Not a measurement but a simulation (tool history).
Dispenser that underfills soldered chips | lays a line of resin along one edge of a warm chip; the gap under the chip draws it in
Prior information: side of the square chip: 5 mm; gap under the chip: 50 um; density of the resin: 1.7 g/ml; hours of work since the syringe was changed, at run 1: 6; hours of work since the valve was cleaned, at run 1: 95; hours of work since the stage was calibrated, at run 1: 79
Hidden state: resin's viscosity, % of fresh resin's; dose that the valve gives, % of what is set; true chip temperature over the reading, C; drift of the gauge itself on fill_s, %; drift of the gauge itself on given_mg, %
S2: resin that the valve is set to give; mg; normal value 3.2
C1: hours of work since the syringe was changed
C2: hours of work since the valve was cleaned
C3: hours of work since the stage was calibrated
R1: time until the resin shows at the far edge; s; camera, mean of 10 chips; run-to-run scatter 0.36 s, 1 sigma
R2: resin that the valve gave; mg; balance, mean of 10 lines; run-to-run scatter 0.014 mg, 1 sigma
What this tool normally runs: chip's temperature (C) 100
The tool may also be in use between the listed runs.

Run 1, hour 0: usual settings; C1 6; C2 95; C3 79. Result: R1 28.7 s, R2 3.04 mg.
Run 2, hour 2.9: usual settings; C1 8; C2 97; C3 81. Result: R1 31.2 s, R2 3.03 mg.
Run 3, hour 5.2: usual settings; C1 10; C2 99; C3 83. Result: R1 33.1 s, R2 3.01 mg.
At hour 5.7: new syringe of resin.
Run 4, hour 9.1: usual settings but S2 3.46 mg; C1 2; C2 101; C3 85. Result: R1 21.9 s, R2 3.28 mg.
Run 5, hour 11.8: usual settings but S2 3.46 mg; C1 4; C2 103; C3 87. Result: R1 24.1 s, R2 3.26 mg.
Run 6, hour 14.8: usual settings; C1 6; C2 105; C3 89. Result: R1 26.2 s, R2 3.05 mg.
Run 7, hour 19.1: usual settings; C1 9; C2 107; C3 91. Result: R1 31 s, R2 3.01 mg.
At hour 21.1: new syringe of resin.
Run 8, hour 23.4: usual settings; C1 1; C2 110; C3 94. Result: R1 22.5 s, R2 3.01 mg.
Run 9, hour 26.1: usual settings; C1 3; C2 112; C3 96. Result: R1 25 s, R2 3.02 mg.
Run 10, hour 28.7: usual settings; C1 5; C2 113; C3 97. Result: R1 26.4 s, R2 3.02 mg.
Run 11, hour 33.2: usual settings; C1 8; C2 116; C3 100. Result: R1 30.5 s, R2 3.01 mg.
At hour 36.5: new syringe of resin.
Run 12, hour 38: usual settings but S2 4.1 mg; C1 1; C2 119; C3 103. Result: R1 20.4 s, R2 3.84 mg.
Run 13, hour 42.2: usual settings but S2 3.7 mg; C1 4; C2 122; C3 106. Result: R1 24.8 s, R2 3.45 mg.
At hour 44.5: dispensing valve cleaned and set on the balance.
Run 14, hour 45.6: usual settings but S2 3.7 mg; C1 5; C2 1; C3 108. Result: R1 26.2 s, R2 3.7 mg.
Run 15, hour 50.1: usual settings but S2 3.7 mg; C1 8; C2 4; C3 110. Result: R1 29.9 s, R2 3.68 mg.
At hour 53: new syringe of resin.
Run 16, hour 54.7: usual settings but S2 3.7 mg; C1 1; C2 6; C3 113. Result: R1 21.2 s, R2 3.66 mg.
Run 17, hour 57.6: usual settings but chip's temperature (C) 105; C1 3; C2 8; C3 115. Result: R1 19.3 s, R2 3.17 mg.
Run 18, hour 61.4: usual settings but chip's temperature (C) 105; C1 5; C2 11; C3 118. Result: R1 21.1 s, R2 3.14 mg.
Run 19, hour 63.3: usual settings but chip's temperature (C) 105, S2 3.62 mg; C1 7; C2 12; C3 119. Result: R1 22.7 s, R2 3.57 mg.
Run 20, hour 67.3: usual settings but chip's temperature (C) 90; C1 9; C2 15; C3 121. Result: R1 51.9 s, R2 3.16 mg.
At hour 68.5: new syringe of resin.
Run 21, hour 69.5: usual settings but chip's temperature (C) 112, S2 3.71 mg; C1 1; C2 16; C3 123. Result: R1 12.3 s, R2 3.65 mg.
Run 22, hour 73.5: usual settings but chip's temperature (C) 105, S2 2.71 mg; C1 3; C2 18; C3 125. Result: R1 20.1 s, R2 2.66 mg.
Run 23, hour 77.2: usual settings but chip's temperature (C) 88, S2 3.22 mg; C1 6; C2 21; C3 128. Result: R1 46.8 s, R2 3.15 mg.
Run 24, hour 79.2: usual settings but chip's temperature (C) 102, S2 3.85 mg; C1 7; C2 22; C3 129. Result: R1 25.4 s, R2 3.77 mg.
Run 25, hour 81.6: usual settings but chip's temperature (C) 102, S2 3.85 mg; C1 9; C2 24; C3 130. Result: R1 28.2 s, R2 3.78 mg.
At hour 84: new syringe of resin.
Run 26, hour 84.4: usual settings but chip's temperature (C) 102, S2 3.88 mg; C1 0; C2 25; C3 132. Result: R1 18.5 s, R2 3.83 mg.
Run 27, hour 88.4: usual settings but chip's temperature (C) 102, S2 3.43 mg; C1 3; C2 28; C3 135. Result: R1 20.8 s, R2 3.36 mg.
Run 28, hour 90.6: usual settings but chip's temperature (C) 97, S2 3.97 mg; C1 4; C2 29; C3 136. Result: R1 28.2 s, R2 3.86 mg.
Run 29, hour 94.5: usual settings but chip's temperature (C) 90, S2 2.91 mg; C1 7; C2 32; C3 139. Result: R1 46.9 s, R2 2.84 mg.
Run 30, hour 97.6: usual settings but S2 3.21 mg; C1 9; C2 34; C3 141. Result: R1 30.9 s, R2 3.11 mg.
At hour 99.4: new syringe of resin.
Run 31, hour 101.8: usual settings but chip's temperature (C) 112, S2 3.17 mg; C1 2; C2 36; C3 143. Result: R1 12.5 s, R2 3.08 mg.
Run 32, hour 105.9: usual settings but chip's temperature (C) 112, S2 3.17 mg; C1 4; C2 39; C3 146. Result: R1 15.2 s, R2 3.07 mg.
Run 33, hour 109.2: usual settings but chip's temperature (C) 112, S2 3.17 mg; C1 6; C2 41; C3 148. Result: R1 16.5 s, R2 3.09 mg.
Run 34, hour 111.8: usual settings but chip's temperature (C) 112, S2 3.17 mg; C1 8; C2 43; C3 150. Result: R1 17.1 s, R2 3.09 mg.
At hour 115: new syringe of resin.
Run 35, hour 115.7: usual settings but chip's temperature (C) 87, S2 3.17 mg; C1 0; C2 45; C3 152. Result: R1 38.6 s, R2 3.06 mg.
Run 36, hour 120.1: usual settings but chip's temperature (C) 87, S2 3.17 mg; C1 3; C2 48; C3 155. Result: R1 45 s, R2 3.04 mg.
Run 37, hour 124.7: usual settings but S2 3.04 mg; C1 6; C2 51; C3 158. Result: R1 27.1 s, R2 2.94 mg.

3 options for the next run, each taken on its own from the tool as it stands now. Forecast them:
Run A, hour 128.6: usual settings but chip's temperature (C) 103, S2 3.08 mg; C1 9; C2 53; C3 160. Result: R1 ?, R2 ?.
Run B, hour 128.6: usual settings but chip's temperature (C) 111, S2 3.44 mg; C1 9; C2 53; C3 160. Result: R1 ?, R2 ?.
Run C, hour 128.6: usual settings but chip's temperature (C) 89; C1 9; C2 53; C3 160. Result: R1 ?, R2 ?.

run    R1    R2
  A  27.8  2.97
  B  19.7  3.31
  C  53.8  3.08
Had the tool no hidden state, the same runs would have come out as:
run    R1    R2
  A    18  3.08
  B  12.8  3.43
  C  34.9  3.19
